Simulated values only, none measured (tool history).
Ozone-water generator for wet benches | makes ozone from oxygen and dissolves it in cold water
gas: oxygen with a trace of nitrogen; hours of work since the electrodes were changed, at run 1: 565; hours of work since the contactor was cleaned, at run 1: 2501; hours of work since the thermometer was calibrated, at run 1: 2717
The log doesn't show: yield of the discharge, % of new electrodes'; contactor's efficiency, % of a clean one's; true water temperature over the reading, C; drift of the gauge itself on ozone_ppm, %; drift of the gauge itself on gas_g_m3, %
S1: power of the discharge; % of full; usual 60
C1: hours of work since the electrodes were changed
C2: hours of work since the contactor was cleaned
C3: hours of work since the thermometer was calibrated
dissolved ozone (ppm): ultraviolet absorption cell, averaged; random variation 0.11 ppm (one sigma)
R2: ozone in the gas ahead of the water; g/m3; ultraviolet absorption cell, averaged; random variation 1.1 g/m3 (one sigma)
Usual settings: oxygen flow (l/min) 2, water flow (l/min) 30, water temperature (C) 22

run 1 day=0 | S1=60 oxygen_flow_(l/min)=2 water_flow_(l/min)=30 water_temperature_(C)=22 | C1=565 C2=2501 C3=2717 | dissolved_ozone_(ppm)=7.4 R2=207.5
run 2 day=3 | S1=60 oxygen_flow_(l/min)=2 water_flow_(l/min)=30 water_temperature_(C)=22 | C1=613 C2=2550 C3=2766 | dissolved_ozone_(ppm)=7.7 R2=204.1
run 3 day=6 | S1=60 oxygen_flow_(l/min)=2 water_flow_(l/min)=28 water_temperature_(C)=22 | C1=662 C2=2598 C3=2815 | dissolved_ozone_(ppm)=8.1 R2=207.4
run 4 day=9.3 | S1=60 oxygen_flow_(l/min)=2 water_flow_(l/min)=30 water_temperature_(C)=22 | C1=716 C2=2652 C3=2868 | dissolved_ozone_(ppm)=7.6 R2=205.7
run 5 day=11.508 | S1=60 oxygen_flow_(l/min)=2 water_flow_(l/min)=30 water_temperature_(C)=22 | C1=752 C2=2688 C3=2904 | dissolved_ozone_(ppm)=7.6 R2=207.5
run 6 day=14.158 | S1=60 oxygen_flow_(l/min)=2 water_flow_(l/min)=30 water_temperature_(C)=22 | C1=795 C2=2731 C3=2947 | dissolved_ozone_(ppm)=7.8 R2=207.3
run 7 day=16.033 | S1=60 oxygen_flow_(l/min)=2 water_flow_(l/min)=30 water_temperature_(C)=22 | C1=826 C2=2762 C3=2978 | dissolved_ozone_(ppm)=7.6 R2=205.3
run 8 day=18.983 | S1=60 oxygen_flow_(l/min)=2 water_flow_(l/min)=30 water_temperature_(C)=15 | C1=874 C2=2810 C3=3026 | dissolved_ozone_(ppm)=8 R2=206.7
run 9 day=21.358 | S1=60 oxygen_flow_(l/min)=2 water_flow_(l/min)=30 water_temperature_(C)=15 | C1=912 C2=2848 C3=3065 | dissolved_ozone_(ppm)=7.8 R2=205.3
run 10 day=23.058 | S1=75 oxygen_flow_(l/min)=2 water_flow_(l/min)=30 water_temperature_(C)=15 | C1=940 C2=2876 C3=3092 | dissolved_ozone_(ppm)=9.7 R2=249.8
run 11 day=25.558 | S1=75 oxygen_flow_(l/min)=2 water_flow_(l/min)=30 water_temperature_(C)=15 | C1=981 C2=2917 C3=3133 | dissolved_ozone_(ppm)=9.6 R2=248.4
run 12 day=28.129 | S1=75 oxygen_flow_(l/min)=2 water_flow_(l/min)=37 water_temperature_(C)=15 | C1=1023 C2=2959 C3=3175 | dissolved_ozone_(ppm)=7.8 R2=248.5
run 13 day=30.133 | S1=60 oxygen_flow_(l/min)=2 water_flow_(l/min)=30 water_temperature_(C)=22 | C1=1055 C2=2991 C3=3208 | dissolved_ozone_(ppm)=7.7 R2=207.2
run 14 day=31.904 | S1=60 oxygen_flow_(l/min)=2 water_flow_(l/min)=30 water_temperature_(C)=22 | C1=1084 C2=3020 C3=3236 | dissolved_ozone_(ppm)=7.5 R2=203.9
run 15 day=33.321 | S1=60 oxygen_flow_(l/min)=2 water_flow_(l/min)=30 water_temperature_(C)=22 | C1=1107 C2=3043 C3=3259 | dissolved_ozone_(ppm)=7.6 R2=205.6
run 16 day=35.888 | S1=60 oxygen_flow_(l/min)=2 water_flow_(l/min)=30 water_temperature_(C)=22 | C1=1149 C2=3085 C3=3301 | dissolved_ozone_(ppm)=7.5 R2=206.1
run 17 day=37.988 | S1=60 oxygen_flow_(l/min)=2 water_flow_(l/min)=30 water_temperature_(C)=23 | C1=1183 C2=3119 C3=3335 | dissolved_ozone_(ppm)=7.6 R2=206.3
run 18 day=39.767 | S1=60 oxygen_flow_(l/min)=2 water_flow_(l/min)=30 water_temperature_(C)=23 | C1=1212 C2=3148 C3=3364 | dissolved_ozone_(ppm)=7.5 R2=205.7
run 19 day=42.621 | S1=60 oxygen_flow_(l/min)=2 water_flow_(l/min)=30 water_temperature_(C)=23 | C1=1259 C2=3195 C3=3411 | dissolved_ozone_(ppm)=7.6 R2=208.1
run 20 day=45.833 | S1=42 oxygen_flow_(l/min)=2.18 water_flow_(l/min)=26 water_temperature_(C)=22 | C1=1311 C2=3247 C3=3463 | dissolved_ozone_(ppm)=6.6 R2=145.7
run 21 day=48.875 | S1=99 oxygen_flow_(l/min)=3.09 water_flow_(l/min)=34 water_temperature_(C)=22 | C1=1360 C2=3296 C3=3513 | dissolved_ozone_(ppm)=11.5 R2=253.4
run 22 day=52.067 | S1=66 oxygen_flow_(l/min)=3.09 water_flow_(l/min)=34 water_temperature_(C)=22 | C1=1412 C2=3348 C3=3565 | dissolved_ozone_(ppm)=8.2 R2=180.5
run 23 day=53.675 | S1=66 oxygen_flow_(l/min)=3.09 water_flow_(l/min)=34 water_temperature_(C)=22 | C1=1439 C2=3375 C3=3591 | dissolved_ozone_(ppm)=8.3 R2=178.5
run 24 day=55.938 | S1=66 oxygen_flow_(l/min)=3.09 water_flow_(l/min)=34 water_temperature_(C)=22 | C1=1475 C2=3411 C3=3628 | dissolved_ozone_(ppm)=8.2 R2=178.2
run 25 day=57.638 | S1=60 oxygen_flow_(l/min)=2 water_flow_(l/min)=18 water_temperature_(C)=22 | C1=1503 C2=3439 C3=3655 | dissolved_ozone_(ppm)=12.5 R2=205.6
run 26 day=59.408 | S1=79 oxygen_flow_(l/min)=1.57 water_flow_(l/min)=45 water_temperature_(C)=14 | C1=1532 C2=3468 C3=3684 | dissolved_ozone_(ppm)=5.7 R2=297.4
run 27 day=62.121 | S1=99 oxygen_flow_(l/min)=1.57 water_flow_(l/min)=45 water_temperature_(C)=27 | C1=1576 C2=3512 C3=3728 | dissolved_ozone_(ppm)=6.7 R2=357.4
run 28 day=64.442 | S1=99 oxygen_flow_(l/min)=1.41 water_flow_(l/min)=45 water_temperature_(C)=24 | C1=1614 C2=3550 C3=3766 | dissolved_ozone_(ppm)=6.5 R2=377
run 29 day=66.604 | S1=99 oxygen_flow_(l/min)=1.41 water_flow_(l/min)=45 water_temperature_(C)=24 | C1=1649 C2=3585 C3=3801 | dissolved_ozone_(ppm)=6.6 R2=375.2
run 30 day=69.783 | S1=60 oxygen_flow_(l/min)=1.18 water_flow_(l/min)=38 water_temperature_(C)=22 | C1=1701 C2=3637 C3=3853 | dissolved_ozone_(ppm)=5 R2=269.7
run 31 day=72.108 | S1=66 oxygen_flow_(l/min)=1.18 water_flow_(l/min)=38 water_temperature_(C)=16 | C1=1739 C2=3675 C3=3891 | dissolved_ozone_(ppm)=5.4 R2=289.7
run 32 day=74.254 | S1=66 oxygen_flow_(l/min)=1.18 water_flow_(l/min)=38 water_temperature_(C)=16 | C1=1774 C2=3710 C3=3926 | dissolved_ozone_(ppm)=5.3 R2=290.9
run 33 day=77.3 | S1=66 oxygen_flow_(l/min)=1.31 water_flow_(l/min)=38 water_temperature_(C)=16 | C1=1823 C2=3759 C3=3976 | dissolved_ozone_(ppm)=5.6 R2=278.3

Forecast each of these 3 alternatives for the next run:
run A day=79.742 | S1=66 oxygen_flow_(l/min)=3.54 water_flow_(l/min)=18 water_temperature_(C)=16 | C1=1863 C2=3799 C3=4015 | dissolved_ozone_(ppm)=? R2=?
run B day=79.742 | S1=66 oxygen_flow_(l/min)=1.31 water_flow_(l/min)=45 water_temperature_(C)=18 | C1=1863 C2=3799 C3=4015 | dissolved_ozone_(ppm)=? R2=?
run C day=79.742 | S1=44 oxygen_flow_(l/min)=1.31 water_flow_(l/min)=37 water_temperature_(C)=16 | C1=1863 C2=3799 C3=4015 | dissolved_ozone_(ppm)=? R2=?

run=A dissolved_ozone_(ppm)=15.8 R2=166.7
run=B dissolved_ozone_(ppm)=4.6 R2=280.5
run=C dissolved_ozone_(ppm)=4 R2=196.3
Without the tool's hidden state the same runs would have given:
run=A dissolved_ozone_(ppm)=15.8 R2=166.8
run=B dissolved_ozone_(ppm)=4.6 R2=280.7
run=C dissolved_ozone_(ppm)=4 R2=196.4
